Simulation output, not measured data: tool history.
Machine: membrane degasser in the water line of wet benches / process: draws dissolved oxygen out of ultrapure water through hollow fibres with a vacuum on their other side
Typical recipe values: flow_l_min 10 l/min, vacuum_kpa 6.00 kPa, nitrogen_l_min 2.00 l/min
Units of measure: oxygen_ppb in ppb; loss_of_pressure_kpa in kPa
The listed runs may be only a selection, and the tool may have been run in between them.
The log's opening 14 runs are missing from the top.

{"run": 15, "hour": 869.6, "flow_l_min": 10, "vacuum_kpa": 6.5, "nitrogen_l_min": 2.0, "oxygen_ppb": 47.2, "loss_of_pressure_kpa": 68.59}
{"run": 16, "hour": 951.9, "flow_l_min": 10, "vacuum_kpa": 6.5, "nitrogen_l_min": 2.0, "oxygen_ppb": 47.1, "loss_of_pressure_kpa": 68.86}
{"run": 17, "hour": 1026.5, "flow_l_min": 10, "vacuum_kpa": 6.5, "nitrogen_l_min": 2.0, "oxygen_ppb": 46.7, "loss_of_pressure_kpa": 68.97}
{"run": 18, "hour": 1063.6, "flow_l_min": 6, "vacuum_kpa": 4.79, "nitrogen_l_min": 4.86, "oxygen_ppb": 5.3, "loss_of_pressure_kpa": 41.04}
{"run": 19, "hour": 1115.9, "flow_l_min": 13, "vacuum_kpa": 9.71, "nitrogen_l_min": 1.06, "oxygen_ppb": 202.2, "loss_of_pressure_kpa": 89.09}
{"run": 20, "hour": 1177.3, "flow_l_min": 15, "vacuum_kpa": 4.24, "nitrogen_l_min": 1.94, "oxygen_ppb": 59.9, "loss_of_pressure_kpa": 103.19}
{"run": 21, "hour": 1250.1, "flow_l_min": 9, "vacuum_kpa": 7.29, "nitrogen_l_min": 3.03, "oxygen_ppb": 34.2, "loss_of_pressure_kpa": 61.78}
{"run": 22, "hour": 1308.4, "flow_l_min": 7, "vacuum_kpa": 7.29, "nitrogen_l_min": 3.19, "oxygen_ppb": 23.5, "loss_of_pressure_kpa": 48.56}
{"run": 23, "hour": 1360.2, "flow_l_min": 12, "vacuum_kpa": 4.64, "nitrogen_l_min": 0.89, "oxygen_ppb": 61.6, "loss_of_pressure_kpa": 82.47}
{"run": 24, "hour": 1433.3, "flow_l_min": 10, "vacuum_kpa": 3.6, "nitrogen_l_min": 2.0, "oxygen_ppb": 11.8, "loss_of_pressure_kpa": 69.17}
{"run": 25, "hour": 1516.2, "flow_l_min": 14, "vacuum_kpa": 7.32, "nitrogen_l_min": 3.9, "oxygen_ppb": 67.9, "loss_of_pressure_kpa": 95.91}
{"run": 26, "hour": 1571.0, "flow_l_min": 14, "vacuum_kpa": 7.32, "nitrogen_l_min": 3.9, "oxygen_ppb": 67.0, "loss_of_pressure_kpa": 95.74}
{"run": 27, "hour": 1611.5, "flow_l_min": 14, "vacuum_kpa": 7.32, "nitrogen_l_min": 3.9, "oxygen_ppb": 66.3, "loss_of_pressure_kpa": 95.87}
{"run": 28, "hour": 1648.0, "flow_l_min": 14, "vacuum_kpa": 7.32, "nitrogen_l_min": 3.9, "oxygen_ppb": 66.7, "loss_of_pressure_kpa": 95.85}
{"run": 29, "hour": 1699.4, "flow_l_min": 10, "vacuum_kpa": 14.8, "nitrogen_l_min": 2.0, "oxygen_ppb": 145.4, "loss_of_pressure_kpa": 68.73}
{"run": 30, "hour": 1761.4, "flow_l_min": 11, "vacuum_kpa": 14.8, "nitrogen_l_min": 2.0, "oxygen_ppb": 162.2, "loss_of_pressure_kpa": 75.67}
{"run": 31, "hour": 1840.2, "flow_l_min": 11, "vacuum_kpa": 14.8, "nitrogen_l_min": 2.0, "oxygen_ppb": 159.8, "loss_of_pressure_kpa": 75.87}
{"run": 32, "hour": 1922.3, "flow_l_min": 11, "vacuum_kpa": 3.74, "nitrogen_l_min": 3.95, "oxygen_ppb": 14.6, "loss_of_pressure_kpa": 75.8}

Below are 3 alternative next runs, each starting from the tool's condition after run 32. Predict each:
{"run": "A", "hour": 1983.7, "flow_l_min": 10, "vacuum_kpa": 6.0, "nitrogen_l_min": 1.06, "oxygen_ppb": "?", "loss_of_pressure_kpa": "?"}
{"run": "B", "hour": 1983.7, "flow_l_min": 7, "vacuum_kpa": 3.74, "nitrogen_l_min": 4.58, "oxygen_ppb": "?", "loss_of_pressure_kpa": "?"}
{"run": "C", "hour": 1983.7, "flow_l_min": 16, "vacuum_kpa": 8.24, "nitrogen_l_min": 0.85, "oxygen_ppb": "?", "loss_of_pressure_kpa": "?"}

run=A oxygen_ppb=69.6 loss_of_pressure_kpa=68.80
run=B oxygen_ppb=2.4 loss_of_pressure_kpa=47.94
run=C oxygen_ppb=256.4 loss_of_pressure_kpa=110.00
Had the tool no hidden state, the same runs would have come out as:
run=A oxygen_ppb=69.5 loss_of_pressure_kpa=68.77
run=B oxygen_ppb=2.4 loss_of_pressure_kpa=47.92
run=C oxygen_ppb=256.2 loss_of_pressure_kpa=109.95
